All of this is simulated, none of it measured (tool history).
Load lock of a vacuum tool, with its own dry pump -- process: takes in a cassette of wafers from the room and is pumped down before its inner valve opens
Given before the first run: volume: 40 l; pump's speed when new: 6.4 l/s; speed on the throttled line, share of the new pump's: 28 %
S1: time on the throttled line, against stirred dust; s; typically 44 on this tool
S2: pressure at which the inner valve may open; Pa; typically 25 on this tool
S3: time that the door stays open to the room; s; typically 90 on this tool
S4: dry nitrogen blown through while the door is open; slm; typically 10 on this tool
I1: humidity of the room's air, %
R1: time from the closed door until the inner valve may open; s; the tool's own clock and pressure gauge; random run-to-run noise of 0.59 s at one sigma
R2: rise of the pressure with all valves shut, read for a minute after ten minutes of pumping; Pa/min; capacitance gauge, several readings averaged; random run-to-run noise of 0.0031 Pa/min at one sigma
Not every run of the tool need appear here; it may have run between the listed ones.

run,day,S1,S2,S3,S4,I1,R1,R2
1,0,44,25,90,10,45.9,96.1,0.121
2,11.454,44,25,90,10,49.4,95.2,0.138
3,18.083,44,25,145,10,44.8,95.6,0.135
4,27.496,44,23,90,10,47.1,96,0.141
5,33.604,44,25,90,10,45.8,94.7,0.14
6,41.746,44,25,90,10,45.7,95.1,0.137
7,52.071,44,25,90,10,48.2,96.3,0.151
8,63.708,44,25,125,10,44.7,96.2,0.147
9,73.671,44,25,125,10,45.9,96.2,0.155
10,79.067,23,25,90,10,45.2,83,0.147
11,91.308,23,22,90,5,42.2,84.2,0.163
12,96.729,27,43,129,10,45.9,82,0.165
13,104.646,27,43,129,10,45.5,81.2,0.169
14,109.704,28,21,101,10,47.5,88,0.171
15,116.796,29,25,43,8,42,87.8,0.151

How would selected steps in R1 from run to run divide? Give the signed amount a tool lacking its hidden state would still show from settings, what came in and random variation, and the signed amount left for the hidden state, including any gauge scatter that is not in both of the compared results.
The tool's hidden condition here consists of: pump's speed, % of a new pump's; leak at the door's seal, Pa l/s; drift of the gauge itself on ready_s, %; drift of the gauge itself on rise_pa_min, %.
Run 9 -> 10: S1 44 -> 23, S3 125 -> 90. R1 -13.2 s: hidden state +2, all else -15.2.

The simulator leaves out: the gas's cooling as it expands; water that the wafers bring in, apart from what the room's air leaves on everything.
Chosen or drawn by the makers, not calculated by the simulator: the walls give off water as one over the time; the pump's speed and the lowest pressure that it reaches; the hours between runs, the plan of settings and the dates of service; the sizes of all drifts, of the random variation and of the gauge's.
